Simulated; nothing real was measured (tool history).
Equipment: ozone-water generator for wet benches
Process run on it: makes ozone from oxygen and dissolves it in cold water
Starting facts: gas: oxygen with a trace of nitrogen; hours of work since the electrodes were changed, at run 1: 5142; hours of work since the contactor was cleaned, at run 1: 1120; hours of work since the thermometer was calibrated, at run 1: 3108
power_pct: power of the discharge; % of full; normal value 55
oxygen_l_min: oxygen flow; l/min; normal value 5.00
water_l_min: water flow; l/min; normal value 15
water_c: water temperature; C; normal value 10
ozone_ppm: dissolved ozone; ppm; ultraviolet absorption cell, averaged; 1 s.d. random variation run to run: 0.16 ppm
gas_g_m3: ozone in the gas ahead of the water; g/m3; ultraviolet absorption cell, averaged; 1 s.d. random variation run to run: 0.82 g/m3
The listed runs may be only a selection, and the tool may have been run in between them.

run      day  power_pct  oxygen_l_min  water_l_min  water_c  hours of work since the electrodes were changed  hours of work since the contactor was cleaned  hours of work since the thermometer was calibrated  ozone_ppm  gas_g_m3
  1    0.000         55          5.00           15       10                                             5142                                           1120                                                3108       19.5     123.2
  2    6.596         55          5.00           15       10                                             5289                                           1266                                                3254       19.2     124.4
  3   12.488         55          5.00           15       10                                             5419                                           1397                                                3385       19.3     122.7
  4   16.954         63          5.00           15       10                                             5518                                           1496                                                3484       20.8     134.2
  5   25.138         55          5.00           15       10                                             5700                                           1677                                                3665       19.3     122.4
  6   30.408         55          6.81           15       10                                             5817                                           1794                                                3782       18.8     102.4
  7   37.742         55          5.00           15       10                                             5980                                           1957                                                3945       19.1     122.1
      44.204  -- water thermometer calibrated
  8   45.571         55          6.95           15       10                                             6153                                           2130                                                  30       18.7     100.4
  9   53.842         73          5.00           15       10                                             6336                                           2314                                                 214       22.9     148.2
 10   62.133         73          5.00           15       10                                             6520                                           2498                                                 398       22.7     147.3
 11   67.208         53          5.00           15       10                                             6633                                           2610                                                 510       18.5     116.8
 12   74.912         53          5.00           15       10                                             6804                                           2781                                                 681       18.1     120.3
 13   83.392         56          6.40           10        5                                             6992                                           2969                                                 869       26.7     106.3
 14   88.375         55          5.88           16       10                                             7103                                           3080                                                 980       17.7     109.0
 15   95.358         55          3.54           21       10                                             7257                                           3235                                                1135       14.0     148.7
 16  101.421         93          3.54           21       10                                             7392                                           3369                                                1269       19.7     212.6
 17  109.821         93          3.54           21       10                                             7578                                           3556                                                1456       19.7     210.8
 18  116.500         93          3.54           21       10                                             7727                                           3704                                                1604       19.7     209.7
 19  122.312         93          3.54           21       10                                             7856                                           3833                                                1733       19.2     207.2
 20  129.254         61          3.54           21       18                                             8010                                           3987                                                1887       13.6     159.6
 21  137.383         77          6.74           15       10                                             8190                                           4167                                                2067       22.5     125.3
 22  143.762         77          6.74           15       10                                             8331                                           4309                                                2209       22.7     124.5
 23  148.275         77          6.74           15       10                                             8432                                           4409                                                2309       22.4     125.3

Here are 3 independent what-if runs from the current tool condition. What would each one return?
  A  152.608         56          5.00           21       13                                             8528                                           4505                                                2405          ?         ?
  B  152.608         77          7.12           10       10                                             8528                                           4505                                                2405          ?         ?
  C  152.608         55          3.64           15       10                                             8528                                           4505                                                2405          ?         ?

run  ozone_ppm  gas_g_m3
  A       13.7     119.8
  B       28.1     120.9
  C       18.7     143.0
Without the tool's unlogged condition, the same runs would have read:
run  ozone_ppm  gas_g_m3
  A       15.2     131.2
  B       31.7     135.6
  C       20.6     156.4

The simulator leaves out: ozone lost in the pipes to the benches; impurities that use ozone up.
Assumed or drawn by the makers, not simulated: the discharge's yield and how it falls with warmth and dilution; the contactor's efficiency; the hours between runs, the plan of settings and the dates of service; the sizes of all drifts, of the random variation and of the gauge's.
